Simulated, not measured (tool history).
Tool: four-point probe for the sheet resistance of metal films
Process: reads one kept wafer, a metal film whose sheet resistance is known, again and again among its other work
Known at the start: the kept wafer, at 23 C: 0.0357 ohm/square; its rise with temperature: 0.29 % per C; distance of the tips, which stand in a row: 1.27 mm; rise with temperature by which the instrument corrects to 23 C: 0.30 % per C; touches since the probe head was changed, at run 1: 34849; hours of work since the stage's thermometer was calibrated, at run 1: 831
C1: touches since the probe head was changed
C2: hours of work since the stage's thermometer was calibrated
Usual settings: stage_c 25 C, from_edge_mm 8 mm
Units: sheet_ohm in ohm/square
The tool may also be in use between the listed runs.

{"run": 1, "hour": 0.0, "stage_c": 25, "from_edge_mm": 8, "C1": 34849, "C2": 831, "sheet_ohm": 0.036182}
{"run": 2, "hour": 51.1, "stage_c": 25, "from_edge_mm": 8, "C1": 37554, "C2": 870, "sheet_ohm": 0.036186}
{"run": 3, "hour": 117.2, "stage_c": 25, "from_edge_mm": 8, "C1": 41052, "C2": 920, "sheet_ohm": 0.036179}
{"run": 4, "hour": 158.8, "stage_c": 25, "from_edge_mm": 8, "C1": 43256, "C2": 952, "sheet_ohm": 0.03618}
{"run": 5, "hour": 201.9, "stage_c": 32, "from_edge_mm": 8, "C1": 45535, "C2": 984, "sheet_ohm": 0.036165}
{"run": 6, "hour": 277.6, "stage_c": 18, "from_edge_mm": 24, "C1": 49545, "C2": 1042, "sheet_ohm": 0.035773}
{"run": 7, "hour": 342.8, "stage_c": 33, "from_edge_mm": 5, "C1": 52995, "C2": 1091, "sheet_ohm": 0.036884}
{"run": 8, "hour": 381.3, "stage_c": 25, "from_edge_mm": 34, "C1": 55034, "C2": 1121, "sheet_ohm": 0.035721}
{"run": 9, "hour": 417.3, "stage_c": 31, "from_edge_mm": 19, "C1": 56943, "C2": 1148, "sheet_ohm": 0.035786}
{"run": 10, "hour": 463.7, "stage_c": 31, "from_edge_mm": 19, "C1": 59400, "C2": 1183, "sheet_ohm": 0.035774}

Forecast each of these 5 alternatives for the next run:
{"run": "A", "hour": 502.5, "stage_c": 33, "from_edge_mm": 20, "C1": 61454, "C2": 1213, "sheet_ohm": "?"}
{"run": "B", "hour": 502.5, "stage_c": 19, "from_edge_mm": 8, "C1": 61454, "C2": 1213, "sheet_ohm": "?"}
{"run": "C", "hour": 502.5, "stage_c": 19, "from_edge_mm": 3, "C1": 61454, "C2": 1213, "sheet_ohm": "?"}
{"run": "D", "hour": 502.5, "stage_c": 18, "from_edge_mm": 8, "C1": 61454, "C2": 1213, "sheet_ohm": "?"}
{"run": "E", "hour": 502.5, "stage_c": 31, "from_edge_mm": 8, "C1": 61454, "C2": 1213, "sheet_ohm": "?"}

run=A sheet_ohm=0.035773
run=B sheet_ohm=0.036206
run=C sheet_ohm=0.038829
run=D sheet_ohm=0.036188
run=E sheet_ohm=0.036165
Without the tool's hidden state the same runs would have given:
run=A sheet_ohm=0.035772
run=B sheet_ohm=0.036204
run=C sheet_ohm=0.038827
run=D sheet_ohm=0.036186
run=E sheet_ohm=0.036164
